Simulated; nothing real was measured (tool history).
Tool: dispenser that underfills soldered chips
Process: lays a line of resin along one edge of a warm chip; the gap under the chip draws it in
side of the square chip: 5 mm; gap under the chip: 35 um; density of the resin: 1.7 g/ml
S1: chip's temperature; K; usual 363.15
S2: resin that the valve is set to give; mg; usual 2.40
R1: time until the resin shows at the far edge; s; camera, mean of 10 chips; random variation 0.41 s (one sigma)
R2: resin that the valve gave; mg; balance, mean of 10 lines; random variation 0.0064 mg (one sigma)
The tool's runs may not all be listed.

Run 1, hour 0.0: usual settings. Result: R1 34.0 s, R2 2.402 mg.
At hour 7.6: new syringe of resin.
Run 2, hour 12.7: usual settings. Result: R1 32.0 s, R2 2.378 mg.
At hour 21.3: new syringe of resin.
Run 3, hour 22.0: usual settings. Result: R1 26.4 s, R2 2.387 mg.
Run 4, hour 27.0: usual settings. Result: R1 33.5 s, R2 2.367 mg.
At hour 34.9: new syringe of resin.
Run 5, hour 37.0: usual settings. Result: R1 28.2 s, R2 2.365 mg.
Run 6, hour 45.1: usual settings. Result: R1 39.6 s, R2 2.374 mg.
At hour 48.6: new syringe of resin.
Run 7, hour 51.8: usual settings but S2 2.45 mg. Result: R1 28.9 s, R2 2.409 mg.
Run 8, hour 59.1: usual settings. Result: R1 39.7 s, R2 2.346 mg.
At hour 62.5: new syringe of resin.
Run 9, hour 68.3: usual settings. Result: R1 32.1 s, R2 2.340 mg.
At hour 76.0: new syringe of resin.
Run 10, hour 76.2: usual settings. Result: R1 26.3 s, R2 2.336 mg.
Run 11, hour 87.0: usual settings. Result: R1 42.4 s, R2 2.335 mg.
At hour 90.1: new syringe of resin.
Run 12, hour 99.3: usual settings. Result: R1 37.2 s, R2 2.325 mg.
At hour 104.0: new syringe of resin.
Run 13, hour 106.4: usual settings but S2 2.97 mg. Result: R1 27.6 s, R2 2.875 mg.
At hour 117.9: new syringe of resin.
Run 14, hour 118.3: usual settings but S2 2.97 mg. Result: R1 25.8 s, R2 2.871 mg.
Run 15, hour 126.8: usual settings but S2 2.97 mg. Result: R1 36.6 s, R2 2.845 mg.
At hour 131.8: new syringe of resin.
Run 16, hour 136.0: usual settings but S2 2.97 mg. Result: R1 30.6 s, R2 2.857 mg.
At hour 138.9: dispensing valve cleaned and set on the balance.
Run 17, hour 142.1: usual settings but S2 2.97 mg. Result: R1 37.5 s, R2 2.957 mg.
At hour 147.3: new syringe of resin.
Run 18, hour 150.4: usual settings but S1 375.15 K. Result: R1 16.3 s, R2 2.393 mg.
Run 19, hour 155.6: usual settings but S1 365.15 K, S2 2.98 mg. Result: R1 32.2 s, R2 2.971 mg.
At hour 161.2: new syringe of resin.
Run 20, hour 165.1: usual settings but S1 378.15 K, S2 2.30 mg. Result: R1 14.9 s, R2 2.288 mg.
Run 21, hour 173.5: usual settings but S2 2.49 mg. Result: R1 41.6 s, R2 2.461 mg.
At hour 175.6: new syringe of resin.
Run 22, hour 180.7: usual settings but S1 353.15 K, S2 2.15 mg. Result: R1 51.8 s, R2 2.122 mg.
At hour 189.3: new syringe of resin.
Run 23, hour 190.1: usual settings but S1 373.15 K, S2 2.94 mg. Result: R1 16.1 s, R2 2.907 mg.
Run 24, hour 202.4: usual settings but S1 369.15 K, S2 2.16 mg. Result: R1 33.0 s, R2 2.120 mg.
At hour 203.3: new syringe of resin.
Run 25, hour 208.4: usual settings but S1 369.15 K, S2 2.16 mg. Result: R1 23.2 s, R2 2.111 mg.
At hour 217.8: new syringe of resin.
Run 26, hour 219.9: usual settings but S1 356.15 K, S2 2.07 mg. Result: R1 40.0 s, R2 2.039 mg.
Run 27, hour 228.3: usual settings but S1 359.15 K, S2 2.43 mg. Result: R1 46.8 s, R2 2.363 mg.
At hour 231.5: new syringe of resin.
Run 28, hour 236.0: usual settings but S1 365.15 K, S2 2.97 mg. Result: R1 26.6 s, R2 2.881 mg.
Run 29, hour 241.7: usual settings but S1 365.15 K, S2 2.97 mg. Result: R1 33.8 s, R2 2.884 mg.
At hour 245.1: new syringe of resin.
Run 30, hour 250.7: usual settings but S1 365.15 K, S2 2.97 mg. Result: R1 28.0 s, R2 2.866 mg.
At hour 258.8: new syringe of resin.
Run 31, hour 262.8: usual settings but S1 365.15 K, S2 2.97 mg. Result: R1 25.8 s, R2 2.866 mg.
Run 32, hour 270.4: usual settings but S1 365.15 K, S2 2.97 mg. Result: R1 36.3 s, R2 2.852 mg.
At hour 273.0: new syringe of resin.
At hour 277.9: dispensing valve cleaned and set on the balance.
Run 33, hour 279.6: usual settings but S1 365.15 K, S2 2.97 mg. Result: R1 28.3 s, R2 2.976 mg.
Run 34, hour 284.8: usual settings but S2 2.71 mg. Result: R1 38.6 s, R2 2.710 mg.
At hour 287.9: new syringe of resin.
Run 35, hour 290.7: usual settings but S2 2.71 mg. Result: R1 27.5 s, R2 2.702 mg.

Some steps in R1 between neighbouring runs. How much of each would the tool show without its hidden state too (settings, what came in, random variation), and how much is left for the hidden state, with any gauge scatter that isn't in both results?
The hidden state here: resin's viscosity, % of fresh resin's; dose that the valve gives, % of what is set; true chip temperature over the reading, C; drift of the gauge itself on fill_s, %; drift of the gauge itself on given_mg, %.
Run 10 -> 11: no setting changed, nothing entered. R1 +16.1 s: hidden state +15.3, all else +0.8.
Run 17 -> 18: S1 363.15 -> 375.15, S2 2.97 -> 2.40, new syringe of resin. R1 -21.2 s: hidden state -9.3, all else -11.9.
Run 20 -> 21: S1 378.15 -> 363.15, S2 2.30 -> 2.49. R1 +26.7 s: hidden state +13.2, all else +13.5.
Run 22 -> 23: S1 353.15 -> 373.15, S2 2.15 -> 2.94, new syringe of resin. R1 -35.7 s: hidden state -6.3, all else -29.4.
Run 26 -> 27: S1 356.15 -> 359.15, S2 2.07 -> 2.43. R1 +6.8 s: hidden state +14.0, all else -7.2.

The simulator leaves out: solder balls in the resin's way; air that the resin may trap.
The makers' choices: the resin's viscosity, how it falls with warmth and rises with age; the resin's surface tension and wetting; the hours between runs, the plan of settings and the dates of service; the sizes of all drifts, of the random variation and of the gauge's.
